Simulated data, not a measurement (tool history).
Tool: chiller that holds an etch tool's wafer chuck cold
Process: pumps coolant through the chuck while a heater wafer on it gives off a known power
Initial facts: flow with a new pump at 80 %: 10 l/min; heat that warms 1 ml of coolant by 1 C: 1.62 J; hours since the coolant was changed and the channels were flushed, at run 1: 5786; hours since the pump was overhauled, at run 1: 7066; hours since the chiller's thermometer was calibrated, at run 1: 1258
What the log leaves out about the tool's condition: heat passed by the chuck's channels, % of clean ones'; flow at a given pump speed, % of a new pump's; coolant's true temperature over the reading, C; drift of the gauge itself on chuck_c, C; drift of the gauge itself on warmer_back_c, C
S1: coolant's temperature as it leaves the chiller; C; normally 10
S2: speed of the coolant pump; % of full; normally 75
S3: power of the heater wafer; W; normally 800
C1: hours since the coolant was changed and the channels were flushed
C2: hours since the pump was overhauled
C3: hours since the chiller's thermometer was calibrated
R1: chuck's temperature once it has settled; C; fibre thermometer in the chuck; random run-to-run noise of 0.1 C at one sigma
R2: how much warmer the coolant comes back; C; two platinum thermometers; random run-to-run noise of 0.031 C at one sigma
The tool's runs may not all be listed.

{"run": 1, "hour": 0.0, "S1": 10, "S2": 75, "S3": 800, "C1": 5786, "C2": 7066, "C3": 1258, "R1": 17.8, "R2": 3.58}
{"run": 2, "hour": 124.8, "S1": 10, "S2": 75, "S3": 800, "C1": 5911, "C2": 7190, "C3": 1383, "R1": 17.6, "R2": 3.61}
{"run": 3, "hour": 212.9, "S1": 10, "S2": 75, "S3": 800, "C1": 5999, "C2": 7279, "C3": 1471, "R1": 17.7, "R2": 3.56}
{"run": 4, "hour": 366.6, "S1": 10, "S2": 75, "S3": 800, "C1": 6153, "C2": 7432, "C3": 1625, "R1": 17.7, "R2": 3.56}
{"run": 5, "hour": 467.5, "S1": 10, "S2": 75, "S3": 800, "C1": 6254, "C2": 7533, "C3": 1726, "R1": 17.7, "R2": 3.56}
{"run": 6, "hour": 591.2, "S1": 10, "S2": 84, "S3": 800, "C1": 6378, "C2": 7657, "C3": 1850, "R1": 17.0, "R2": 3.17}
{"run": 7, "hour": 667.6, "S1": 10, "S2": 75, "S3": 851, "C1": 6454, "C2": 7733, "C3": 1926, "R1": 18.1, "R2": 3.85}
{"run": 8, "hour": 748.6, "S1": 3, "S2": 75, "S3": 800, "C1": 6535, "C2": 7814, "C3": 2007, "R1": 10.7, "R2": 3.63}
{"run": 9, "hour": 874.5, "S1": 3, "S2": 75, "S3": 800, "C1": 6661, "C2": 7940, "C3": 2133, "R1": 10.6, "R2": 3.63}
{"run": 10, "hour": 951.4, "S1": 3, "S2": 75, "S3": 800, "C1": 6738, "C2": 8017, "C3": 2210, "R1": 10.7, "R2": 3.65}
{"run": 11, "hour": 1111.2, "S1": 3, "S2": 75, "S3": 800, "C1": 6898, "C2": 8177, "C3": 2370, "R1": 10.6, "R2": 3.7}
{"run": 12, "hour": 1219.0, "S1": 3, "S2": 75, "S3": 800, "C1": 7005, "C2": 8285, "C3": 2477, "R1": 10.8, "R2": 3.68}
{"run": 13, "hour": 1342.0, "S1": 10, "S2": 75, "S3": 800, "C1": 7128, "C2": 8408, "C3": 2600, "R1": 17.7, "R2": 3.59}
{"run": 14, "hour": 1493.1, "S1": 10, "S2": 75, "S3": 800, "C1": 7279, "C2": 8559, "C3": 2751, "R1": 17.8, "R2": 3.65}
{"run": 15, "hour": 1650.2, "S1": 10, "S2": 66, "S3": 800, "C1": 7437, "C2": 8716, "C3": 2909, "R1": 18.7, "R2": 4.28}
{"run": 16, "hour": 1802.3, "S1": 10, "S2": 66, "S3": 800, "C1": 7589, "C2": 8868, "C3": 3061, "R1": 18.9, "R2": 4.28}
{"run": 17, "hour": 1870.3, "S1": 10, "S2": 75, "S3": 675, "C1": 7657, "C2": 8936, "C3": 3129, "R1": 16.5, "R2": 3.18}
{"run": 18, "hour": 1941.7, "S1": 10, "S2": 75, "S3": 675, "C1": 7728, "C2": 9007, "C3": 3200, "R1": 16.6, "R2": 3.15}
{"run": 19, "hour": 2066.3, "S1": 10, "S2": 75, "S3": 675, "C1": 7853, "C2": 9132, "C3": 3325, "R1": 16.5, "R2": 3.1}
{"run": 20, "hour": 2147.7, "S1": 10, "S2": 75, "S3": 675, "C1": 7934, "C2": 9213, "C3": 3406, "R1": 16.6, "R2": 3.12}
{"run": 21, "hour": 2298.9, "S1": 12, "S2": 68, "S3": 768, "C1": 8085, "C2": 9364, "C3": 3557, "R1": 20.2, "R2": 4.02}
{"hour": 2383.4, "done": "coolant pump overhauled"}
{"run": 22, "hour": 2383.4, "S1": 7, "S2": 63, "S3": 800, "C1": 8165, "C2": 0, "C3": 3637, "R1": 15.2, "R2": 3.89}
{"hour": 2468.6, "done": "chiller's thermometer calibrated"}
{"run": 23, "hour": 2497.7, "S1": 7, "S2": 63, "S3": 919, "C1": 8278, "C2": 113, "C3": 29, "R1": 16.7, "R2": 4.53}
{"run": 24, "hour": 2562.9, "S1": 7, "S2": 97, "S3": 919, "C1": 8343, "C2": 178, "C3": 94, "R1": 13.7, "R2": 2.75}
{"run": 25, "hour": 2667.4, "S1": 7, "S2": 75, "S3": 590, "C1": 8448, "C2": 283, "C3": 199, "R1": 12.4, "R2": 2.39}
{"run": 26, "hour": 2790.1, "S1": 7, "S2": 75, "S3": 590, "C1": 8570, "C2": 406, "C3": 322, "R1": 12.6, "R2": 2.42}
{"run": 27, "hour": 2926.4, "S1": 6, "S2": 75, "S3": 475, "C1": 8707, "C2": 542, "C3": 458, "R1": 10.3, "R2": 1.89}
{"run": 28, "hour": 3077.6, "S1": 6, "S2": 75, "S3": 475, "C1": 8858, "C2": 693, "C3": 609, "R1": 10.2, "R2": 1.96}
{"run": 29, "hour": 3144.3, "S1": 6, "S2": 75, "S3": 1165, "C1": 8925, "C2": 760, "C3": 676, "R1": 16.6, "R2": 4.71}
{"run": 30, "hour": 3275.9, "S1": 8, "S2": 62, "S3": 771, "C1": 9056, "C2": 892, "C3": 807, "R1": 16.4, "R2": 3.89}
{"run": 31, "hour": 3397.5, "S1": 8, "S2": 62, "S3": 771, "C1": 9178, "C2": 1013, "C3": 929, "R1": 16.4, "R2": 3.79}
{"run": 32, "hour": 3461.8, "S1": 8, "S2": 62, "S3": 771, "C1": 9242, "C2": 1077, "C3": 993, "R1": 16.3, "R2": 3.86}

Predict each of these 4 candidate next runs independently; none follows another, all start after run 32:
{"run": "A", "hour": 3579.6, "S1": 20, "S2": 80, "S3": 571, "C1": 9360, "C2": 1195, "C3": 1111, "R1": "?", "R2": "?"}
{"run": "B", "hour": 3579.6, "S1": 10, "S2": 94, "S3": 800, "C1": 9360, "C2": 1195, "C3": 1111, "R1": "?", "R2": "?"}
{"run": "C", "hour": 3579.6, "S1": 16, "S2": 75, "S3": 823, "C1": 9360, "C2": 1195, "C3": 1111, "R1": "?", "R2": "?"}
{"run": "D", "hour": 3579.6, "S1": 10, "S2": 71, "S3": 494, "C1": 9360, "C2": 1195, "C3": 1111, "R1": "?", "R2": "?"}

run=A R1=24.8 R2=2.09
run=B R1=15.9 R2=2.56
run=C R1=23.6 R2=3.43
run=D R1=14.6 R2=2.14
Take away the tool's hidden state, keep each run's random variation, and the runs would have read:
run=A R1=24.4 R2=2.04
run=B R1=15.4 R2=2.49
run=C R1=23.0 R2=3.35
run=D R1=14.2 R2=2.09
